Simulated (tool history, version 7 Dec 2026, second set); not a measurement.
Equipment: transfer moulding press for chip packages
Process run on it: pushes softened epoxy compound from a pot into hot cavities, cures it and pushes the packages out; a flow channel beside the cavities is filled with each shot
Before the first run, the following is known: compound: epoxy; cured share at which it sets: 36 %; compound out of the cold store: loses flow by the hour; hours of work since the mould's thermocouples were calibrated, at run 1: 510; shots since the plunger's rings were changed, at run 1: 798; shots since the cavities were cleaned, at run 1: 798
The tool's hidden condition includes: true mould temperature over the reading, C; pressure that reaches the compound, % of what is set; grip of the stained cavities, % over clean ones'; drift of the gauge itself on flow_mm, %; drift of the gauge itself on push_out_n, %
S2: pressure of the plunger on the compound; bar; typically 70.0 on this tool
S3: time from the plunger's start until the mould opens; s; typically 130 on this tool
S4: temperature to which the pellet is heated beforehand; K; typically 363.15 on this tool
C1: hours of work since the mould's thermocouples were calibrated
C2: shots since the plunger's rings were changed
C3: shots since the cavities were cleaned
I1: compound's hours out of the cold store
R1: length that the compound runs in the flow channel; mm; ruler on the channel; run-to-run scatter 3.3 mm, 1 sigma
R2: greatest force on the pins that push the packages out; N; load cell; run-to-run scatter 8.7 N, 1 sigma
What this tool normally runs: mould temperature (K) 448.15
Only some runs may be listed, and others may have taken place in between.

Run 1, hour 0.0: usual settings; C1 510; C2 798; C3 798; I1 16.5. Result: R1 780 mm, R2 663 N.
At hour 20.7: cavities cleaned with cleaning compound and waxed.
Run 2, hour 28.3: usual settings; C1 525; C2 1001; C3 57; I1 48.0. Result: R1 711 mm, R2 422 N.
Run 3, hour 42.7: usual settings; C1 533; C2 1110; C3 166; I1 43.8. Result: R1 712 mm, R2 454 N.
Run 4, hour 69.0: usual settings but mould temperature (K) 455.15; C1 548; C2 1310; C3 366; I1 37.2. Result: R1 702 mm, R2 468 N.
Run 5, hour 85.9: usual settings but mould temperature (K) 455.15; C1 558; C2 1438; C3 494; I1 17.3. Result: R1 748 mm, R2 486 N.
Run 6, hour 105.5: usual settings; C1 569; C2 1587; C3 643; I1 19.6. Result: R1 763 mm, R2 590 N.
Run 7, hour 120.7: usual settings; C1 577; C2 1702; C3 758; I1 45.2. Result: R1 701 mm, R2 638 N.
Run 8, hour 139.5: usual settings; C1 587; C2 1844; C3 900; I1 33.6. Result: R1 731 mm, R2 642 N.
At hour 147.4: cavities cleaned with cleaning compound and waxed.
Run 9, hour 168.7: usual settings but S2 67.2 bar; C1 603; C2 2055; C3 162; I1 44.6. Result: R1 691 mm, R2 449 N.
Run 10, hour 191.7: usual settings but S2 67.2 bar; C1 616; C2 2229; C3 336; I1 44.7. Result: R1 685 mm, R2 523 N.
Run 11, hour 219.8: usual settings; C1 632; C2 2442; C3 549; I1 19.5. Result: R1 757 mm, R2 594 N.
Run 12, hour 243.9: usual settings but mould temperature (K) 455.15; C1 645; C2 2625; C3 732; I1 39.7. Result: R1 679 mm, R2 531 N.
Run 13, hour 255.4: usual settings; C1 651; C2 2712; C3 819; I1 14.5. Result: R1 759 mm, R2 639 N.
At hour 273.4: cavities cleaned with cleaning compound and waxed.
Run 14, hour 274.6: usual settings but S4 372.15 K; C1 661; C2 2846; C3 9; I1 44.4. Result: R1 690 mm, R2 397 N.
Run 15, hour 291.4: usual settings but S4 372.15 K; C1 671; C2 2974; C3 137; I1 17.1. Result: R1 751 mm, R2 471 N.
At hour 294.9: mould's thermocouples calibrated.
Run 16, hour 319.0: usual settings but S4 372.15 K; C1 13; C2 3168; C3 331; I1 42.6. Result: R1 693 mm, R2 535 N.
Run 17, hour 332.1: usual settings but mould temperature (K) 453.15, S2 54.9 bar, S3 118 s, S4 358.15 K; C1 21; C2 3267; C3 430; I1 42.7. Result: R1 603 mm, R2 523 N.
Run 18, hour 356.1: usual settings but mould temperature (K) 453.15, S2 53.6 bar, S3 153 s, S4 360.15 K; C1 34; C2 3449; C3 612; I1 44.0. Result: R1 588 mm, R2 518 N.
Run 19, hour 378.1: usual settings but mould temperature (K) 453.15, S2 53.6 bar, S3 153 s, S4 360.15 K; C1 46; C2 3616; C3 779; I1 27.1. Result: R1 618 mm, R2 546 N.
At hour 401.1: cavities cleaned with cleaning compound and waxed.
At hour 407.3: mould's thermocouples calibrated, once more.
Run 20, hour 409.0: usual settings but mould temperature (K) 453.15, S2 53.6 bar, S3 153 s, S4 360.15 K; C1 1; C2 3824; C3 45; I1 37.8. Result: R1 587 mm, R2 350 N.
Run 21, hour 437.2: usual settings but mould temperature (K) 453.15, S2 65.8 bar, S3 144 s, S4 362.15 K; C1 17; C2 4038; C3 259; I1 39.1. Result: R1 650 mm, R2 428 N.
Run 22, hour 460.0: usual settings but S2 59.9 bar; C1 29; C2 4211; C3 432; I1 12.4. Result: R1 681 mm, R2 555 N.
Run 23, hour 487.7: usual settings but S2 63.1 bar, S3 160 s, S4 366.15 K; C1 45; C2 4421; C3 642; I1 20.3. Result: R1 678 mm, R2 537 N.
At hour 501.5: plunger's sealing rings changed.
Run 24, hour 511.2: usual settings but mould temperature (K) 446.15, S2 63.1 bar, S3 160 s, S4 366.15 K; C1 57; C2 73; C3 801; I1 34.1. Result: R1 711 mm, R2 552 N.
Run 25, hour 528.8: usual settings but mould temperature (K) 446.15, S2 63.1 bar, S3 112 s, S4 371.15 K; C1 66; C2 206; C3 934; I1 29.4. Result: R1 722 mm, R2 906 N.
At hour 532.2: cavities cleaned with cleaning compound and waxed.
Run 26, hour 553.6: usual settings but mould temperature (K) 450.15, S2 53.7 bar, S4 366.15 K; C1 79; C2 383; C3 163; I1 27.9. Result: R1 654 mm, R2 418 N.
Run 27, hour 581.5: usual settings but mould temperature (K) 450.15, S2 53.7 bar, S4 366.15 K; C1 95; C2 595; C3 375; I1 36.5. Result: R1 634 mm, R2 491 N.

Each row is a separate what-if for the run after 27, all from the same tool condition, not one after another. Results?
Run A, hour 607.7: usual settings but mould temperature (K) 450.15, S2 56.9 bar, S4 360.15 K; C1 110; C2 794; C3 574; I1 27.4. Result: R1 ?, R2 ?.
Run B, hour 607.7: usual settings but S2 77.6 bar, S4 357.15 K; C1 110; C2 794; C3 574; I1 41.3. Result: R1 ?, R2 ?.
Run C, hour 607.7: usual settings but S3 120 s; C1 110; C2 794; C3 574; I1 13.0. Result: R1 ?, R2 ?.
Run D, hour 607.7: usual settings but mould temperature (K) 445.15, S2 53.7 bar, S4 366.15 K; C1 110; C2 794; C3 574; I1 15.8. Result: R1 ?, R2 ?.

run   R1   R2
  A  673  538
  B  753  577
  C  785  645
  D  701  660
Take away the tool's hidden state, keep each run's random variation, and the runs would have read:
run   R1   R2
  A  683  360
  B  764  390
  C  797  436
  D  712  445
